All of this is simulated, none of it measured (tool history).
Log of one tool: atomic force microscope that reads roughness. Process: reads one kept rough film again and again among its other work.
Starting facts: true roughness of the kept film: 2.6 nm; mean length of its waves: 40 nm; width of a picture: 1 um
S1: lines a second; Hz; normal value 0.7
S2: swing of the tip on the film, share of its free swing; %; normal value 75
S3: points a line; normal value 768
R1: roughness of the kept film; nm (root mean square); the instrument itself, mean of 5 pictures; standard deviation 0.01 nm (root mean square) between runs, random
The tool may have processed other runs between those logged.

run   hour     S1  S2   S3     R1
  1      0    0.7  75  768   2.02
  2   34.1    0.7  75  768  1.962
      43.8  -- new tip fitted
  3   49.4  0.693  75  768   2.38
  4   65.6  1.186  75  768  2.309
  5   88.4  1.186  75  768  2.245
  6  118.3  1.186  58  768  2.218
  7  141.5  0.619  75  768  2.138
  8  155.6  0.619  75  768  2.103
  9  180.9  0.619  75  768   2.04

Run 10 comes next. What will it give?
 10  210.4  1.197  87  955   ?

{"run 10": {"R1": 1.877}}
The same run, on a tool lacking any hidden state, would have yielded R1 2.28 nm (root mean square).
